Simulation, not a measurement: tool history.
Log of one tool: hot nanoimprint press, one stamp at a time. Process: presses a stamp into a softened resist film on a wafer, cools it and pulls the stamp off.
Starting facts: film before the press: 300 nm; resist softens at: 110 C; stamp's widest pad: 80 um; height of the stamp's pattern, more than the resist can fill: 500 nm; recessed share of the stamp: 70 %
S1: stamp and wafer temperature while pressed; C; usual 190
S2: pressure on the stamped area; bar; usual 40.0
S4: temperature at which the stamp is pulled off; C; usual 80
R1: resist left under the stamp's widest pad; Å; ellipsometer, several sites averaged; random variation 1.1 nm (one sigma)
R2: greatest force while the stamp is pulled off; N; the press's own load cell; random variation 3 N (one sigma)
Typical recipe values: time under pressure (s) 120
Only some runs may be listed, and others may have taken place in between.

run 1 day=0.000 | S1=190 S2=40.0 time_under_pressure_(s)=120 S4=80 | R1=1741 R2=230
run 2 day=0.312 | S1=190 S2=40.0 time_under_pressure_(s)=120 S4=80 | R1=1739 R2=235
run 3 day=0.492 | S1=190 S2=40.0 time_under_pressure_(s)=120 S4=80 | R1=1753 R2=241
run 4 day=0.771 | S1=190 S2=40.0 time_under_pressure_(s)=120 S4=80 | R1=1737 R2=238
run 5 day=1.067 | S1=190 S2=40.0 time_under_pressure_(s)=120 S4=80 | R1=1767 R2=238
run 6 day=1.242 | S1=190 S2=40.0 time_under_pressure_(s)=120 S4=80 | R1=1756 R2=235
run 7 day=1.471 | S1=190 S2=40.0 time_under_pressure_(s)=120 S4=80 | R1=1743 R2=238
run 8 day=1.717 | S1=190 S2=40.0 time_under_pressure_(s)=120 S4=80 | R1=1755 R2=233
run 9 day=1.971 | S1=190 S2=40.0 time_under_pressure_(s)=120 S4=80 | R1=1763 R2=236
run 10 day=2.367 | S1=190 S2=40.0 time_under_pressure_(s)=120 S4=80 | R1=1764 R2=238
run 11 day=2.592 | S1=190 S2=40.0 time_under_pressure_(s)=120 S4=80 | R1=1771 R2=241
run 12 day=2.850 | S1=190 S2=35.2 time_under_pressure_(s)=120 S4=80 | R1=1849 R2=237
run 13 day=3.054 | S1=190 S2=40.0 time_under_pressure_(s)=120 S4=73 | R1=1749 R2=246
run 14 day=3.358 | S1=190 S2=40.0 time_under_pressure_(s)=120 S4=83 | R1=1725 R2=233
run 15 day=3.704 | S1=190 S2=40.0 time_under_pressure_(s)=120 S4=80 | R1=1767 R2=248
run 16 day=4.062 | S1=190 S2=40.0 time_under_pressure_(s)=120 S4=80 | R1=1756 R2=239
run 17 day=4.458 | S1=181 S2=26.4 time_under_pressure_(s)=190 S4=86 | R1=2386 R2=233
run 18 day=4.788 | S1=202 S2=26.4 time_under_pressure_(s)=218 S4=86 | R1=1254 R2=235
run 19 day=5.012 | S1=196 S2=40.0 time_under_pressure_(s)=78 S4=81 | R1=1666 R2=242
run 20 day=5.354 | S1=185 S2=29.3 time_under_pressure_(s)=120 S4=80 | R1=2283 R2=242
run 21 day=5.592 | S1=185 S2=29.3 time_under_pressure_(s)=120 S4=80 | R1=2295 R2=242
run 22 day=5.783 | S1=198 S2=37.5 time_under_pressure_(s)=217 S4=72 | R1=1157 R2=259
run 23 day=6.017 | S1=194 S2=33.1 time_under_pressure_(s)=110 S4=74 | R1=1757 R2=255

What will run 24 give?
run 24 day=6.308 | S1=195 S2=27.9 time_under_pressure_(s)=91 S4=80 | R1=? R2=?

R1: 1932 Å
R2: 247 N
Without the tool's hidden state the same run would have given R1 1859 Å, R2 224 N.

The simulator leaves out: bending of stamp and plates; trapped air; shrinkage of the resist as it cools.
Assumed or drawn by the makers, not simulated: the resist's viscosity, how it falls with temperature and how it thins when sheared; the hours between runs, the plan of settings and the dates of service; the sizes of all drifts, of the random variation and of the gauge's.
